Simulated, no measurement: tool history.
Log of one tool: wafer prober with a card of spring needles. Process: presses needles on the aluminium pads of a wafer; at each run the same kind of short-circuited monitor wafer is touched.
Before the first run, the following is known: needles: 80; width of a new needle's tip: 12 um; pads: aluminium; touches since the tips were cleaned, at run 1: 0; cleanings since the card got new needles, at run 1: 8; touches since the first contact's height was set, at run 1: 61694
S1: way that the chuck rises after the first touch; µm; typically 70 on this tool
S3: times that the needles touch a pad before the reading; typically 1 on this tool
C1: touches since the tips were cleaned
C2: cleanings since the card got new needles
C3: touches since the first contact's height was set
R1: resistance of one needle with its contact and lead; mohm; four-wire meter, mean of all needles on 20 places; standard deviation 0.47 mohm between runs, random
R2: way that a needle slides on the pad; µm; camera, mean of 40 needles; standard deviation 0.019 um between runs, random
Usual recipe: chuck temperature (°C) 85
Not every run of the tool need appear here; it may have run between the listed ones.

run 1 hour=0.0 | S1=70 chuck_temperature_(°C)=85 S3=1 | C1=0 C2=8 C3=61694 | R1=288.1 R2=9.14
run 2 hour=14.1 | S1=70 chuck_temperature_(°C)=85 S3=1 | C1=2509 C2=8 C3=64203 | R1=287.9 R2=9.12
run 3 hour=33.3 | S1=70 chuck_temperature_(°C)=85 S3=1 | C1=5940 C2=8 C3=67634 | R1=288.5 R2=9.11
-- hour=39.3 tips cleaned on abrasive film
run 4 hour=46.5 | S1=70 chuck_temperature_(°C)=85 S3=1 | C1=1268 C2=9 C3=69966 | R1=287.3 R2=9.17
run 5 hour=60.4 | S1=70 chuck_temperature_(°C)=85 S3=1 | C1=3755 C2=9 C3=72453 | R1=288.3 R2=9.14
-- hour=79.7 tips cleaned on abrasive film
run 6 hour=83.2 | S1=70 chuck_temperature_(°C)=85 S3=1 | C1=620 C2=10 C3=76504 | R1=286.5 R2=9.16
run 7 hour=108.1 | S1=70 chuck_temperature_(°C)=85 S3=3 | C1=5073 C2=10 C3=80957 | R1=287.2 R2=9.12
-- hour=120.0 tips cleaned on abrasive film
run 8 hour=139.6 | S1=70 chuck_temperature_(°C)=85 S3=3 | C1=3497 C2=11 C3=86561 | R1=287.5 R2=9.13
-- hour=160.2 tips cleaned on abrasive film
run 9 hour=160.3 | S1=83 chuck_temperature_(°C)=85 S3=1 | C1=24 C2=12 C3=90233 | R1=286.9 R2=10.83
run 10 hour=186.4 | S1=83 chuck_temperature_(°C)=85 S3=3 | C1=4678 C2=12 C3=94887 | R1=287.5 R2=10.83
-- hour=199.6 tips cleaned on abrasive film
run 11 hour=217.0 | S1=83 chuck_temperature_(°C)=85 S3=3 | C1=3118 C2=13 C3=100334 | R1=287.0 R2=10.84
run 12 hour=232.2 | S1=83 chuck_temperature_(°C)=85 S3=3 | C1=5826 C2=13 C3=103042 | R1=286.8 R2=10.84
-- hour=239.9 tips cleaned on abrasive film
run 13 hour=257.6 | S1=58 chuck_temperature_(°C)=50 S3=3 | C1=3168 C2=14 C3=107559 | R1=277.3 R2=7.59
-- hour=279.2 tips cleaned on abrasive film
run 14 hour=280.3 | S1=62 chuck_temperature_(°C)=38 S3=3 | C1=185 C2=15 C3=111587 | R1=272.5 R2=8.10
run 15 hour=307.3 | S1=62 chuck_temperature_(°C)=38 S3=3 | C1=5002 C2=15 C3=116404 | R1=272.2 R2=8.10
-- hour=319.8 tips cleaned on abrasive film
run 16 hour=335.1 | S1=81 chuck_temperature_(°C)=31 S3=1 | C1=2725 C2=16 C3=121352 | R1=269.9 R2=10.59
run 17 hour=355.1 | S1=56 chuck_temperature_(°C)=85 S3=1 | C1=6292 C2=16 C3=124919 | R1=286.6 R2=7.32
-- hour=359.5 tips cleaned on abrasive film
run 18 hour=386.3 | S1=83 chuck_temperature_(°C)=85 S3=2 | C1=4777 C2=17 C3=130468 | R1=286.0 R2=10.84
-- hour=399.4 tips cleaned on abrasive film
run 19 hour=409.0 | S1=83 chuck_temperature_(°C)=85 S3=2 | C1=1710 C2=18 C3=134497 | R1=285.2 R2=10.83
run 20 hour=422.2 | S1=83 chuck_temperature_(°C)=85 S3=2 | C1=4068 C2=18 C3=136855 | R1=285.7 R2=10.84
-- hour=440.0 tips cleaned on abrasive film
run 21 hour=443.9 | S1=83 chuck_temperature_(°C)=47 S3=2 | C1=694 C2=19 C3=140715 | R1=274.2 R2=10.83
run 22 hour=462.8 | S1=58 chuck_temperature_(°C)=55 S3=2 | C1=4059 C2=19 C3=144080 | R1=276.7 R2=7.58

Results per run with the tool's hidden condition removed, run-to-run variation unchanged:
Hidden conditions of the tool in this case: debris on the tips, nm; way that the needles fall short of the set height, um; tips' diameter, um; drift of the gauge itself on contact_mohm, %; drift of the gauge itself on scrub_um, %.
run=1 R1=288.1
run=2 R1=287.9
run=3 R1=288.5
run=4 R1=287.5
run=5 R1=288.5
run=6 R1=286.9
run=7 R1=287.7
run=8 R1=288.2
run=9 R1=287.7
run=10 R1=288.4
run=11 R1=288.1
run=12 R1=287.9
run=13 R1=278.5
run=14 R1=273.9
run=15 R1=273.6
run=16 R1=271.4
run=17 R1=288.2
run=18 R1=288.0
run=19 R1=287.3
run=20 R1=287.8
run=21 R1=276.4
run=22 R1=278.9
R2: within 0.01 µm of the measured result in every run.
